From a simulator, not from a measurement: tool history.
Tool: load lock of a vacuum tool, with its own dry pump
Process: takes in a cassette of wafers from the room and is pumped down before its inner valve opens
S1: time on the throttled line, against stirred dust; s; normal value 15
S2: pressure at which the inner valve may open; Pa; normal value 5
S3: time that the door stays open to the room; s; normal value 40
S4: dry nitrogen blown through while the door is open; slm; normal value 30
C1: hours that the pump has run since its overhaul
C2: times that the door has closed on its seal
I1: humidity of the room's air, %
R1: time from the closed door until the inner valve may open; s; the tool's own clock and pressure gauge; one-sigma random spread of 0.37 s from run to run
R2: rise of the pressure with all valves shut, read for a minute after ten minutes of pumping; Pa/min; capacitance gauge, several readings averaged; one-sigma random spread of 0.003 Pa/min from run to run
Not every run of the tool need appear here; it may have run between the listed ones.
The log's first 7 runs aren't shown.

{"run": 8, "day": 97.629, "S1": 17, "S2": 5, "S3": 40, "S4": 30, "C1": 12165, "C2": 10835, "I1": 47.8, "R1": 39.3, "R2": 0.252}
{"run": 9, "day": 117.258, "S1": 22, "S2": 5, "S3": 40, "S4": 30, "C1": 12637, "C2": 11809, "I1": 45.5, "R1": 43.0, "R2": 0.285}
{"run": 10, "day": 134.538, "S1": 15, "S2": 5, "S3": 40, "S4": 30, "C1": 13051, "C2": 12667, "I1": 42.4, "R1": 37.6, "R2": 0.313}
{"run": 11, "day": 150.112, "S1": 15, "S2": 5, "S3": 40, "S4": 30, "C1": 13425, "C2": 13440, "I1": 47.4, "R1": 37.5, "R2": 0.333}
{"run": 12, "day": 159.529, "S1": 15, "S2": 5, "S3": 40, "S4": 30, "C1": 13651, "C2": 13907, "I1": 42.3, "R1": 37.5, "R2": 0.355}
{"run": 13, "day": 180.525, "S1": 15, "S2": 5, "S3": 40, "S4": 30, "C1": 14155, "C2": 14949, "I1": 46.2, "R1": 37.7, "R2": 0.4}
{"run": 14, "day": 192.567, "S1": 15, "S2": 5, "S3": 40, "S4": 30, "C1": 14444, "C2": 15547, "I1": 49.0, "R1": 38.0, "R2": 0.426}
{"run": 15, "day": 203.475, "S1": 15, "S2": 5, "S3": 40, "S4": 30, "C1": 14706, "C2": 16089, "I1": 43.4, "R1": 37.3, "R2": 0.441}
{"run": 16, "day": 219.421, "S1": 15, "S2": 5, "S3": 40, "S4": 30, "C1": 15088, "C2": 16880, "I1": 48.2, "R1": 38.0, "R2": 0.474}
{"run": 17, "day": 230.688, "S1": 15, "S2": 5, "S3": 40, "S4": 30, "C1": 15359, "C2": 17439, "I1": 44.2, "R1": 38.2, "R2": 0.504}
{"run": 18, "day": 250.917, "S1": 15, "S2": 6, "S3": 40, "S4": 30, "C1": 15844, "C2": 18443, "I1": 44.2, "R1": 38.4, "R2": 0.565}
{"run": 19, "day": 270.75, "S1": 15, "S2": 6, "S3": 40, "S4": 30, "C1": 16320, "C2": 19427, "I1": 42.5, "R1": 38.0, "R2": 0.596}
{"run": 20, "day": 280.833, "S1": 11, "S2": 5, "S3": 205, "S4": 9, "C1": 16562, "C2": 19928, "I1": 46.1, "R1": 35.6, "R2": 0.692}
{"run": 21, "day": 297.142, "S1": 11, "S2": 5, "S3": 205, "S4": 9, "C1": 16954, "C2": 20737, "I1": 49.0, "R1": 35.9, "R2": 0.735}
{"day": 308.004, "done": "door's seal changed, seat wiped"}
{"run": 22, "day": 308.004, "S1": 15, "S2": 5, "S3": 107, "S4": 30, "C1": 17213, "C2": 0, "I1": 42.7, "R1": 38.9, "R2": 0.039}
{"run": 23, "day": 320.15, "S1": 15, "S2": 5, "S3": 107, "S4": 30, "C1": 17504, "C2": 603, "I1": 43.9, "R1": 38.2, "R2": 0.043}
{"run": 24, "day": 338.267, "S1": 18, "S2": 6, "S3": 40, "S4": 30, "C1": 17939, "C2": 1502, "I1": 47.3, "R1": 39.7, "R2": 0.05}
{"run": 25, "day": 354.188, "S1": 18, "S2": 6, "S3": 40, "S4": 30, "C1": 18321, "C2": 2293, "I1": 44.1, "R1": 39.6, "R2": 0.055}
{"run": 26, "day": 369.354, "S1": 13, "S2": 5, "S3": 40, "S4": 20, "C1": 18685, "C2": 3045, "I1": 45.8, "R1": 36.9, "R2": 0.075}

Run 27 has not been measured yet. What should we expect?
{"run": 27, "day": 385.654, "S1": 15, "S2": 7, "S3": 40, "S4": 6, "C1": 19077, "C2": 3854, "I1": 44.1, "R1": "?", "R2": "?"}

{"run 27": {"R1": 37.4, "R2": 0.102}}
With no hidden state in the tool, this same run would have given R1 34.9 s, R2 0.050 Pa/min.
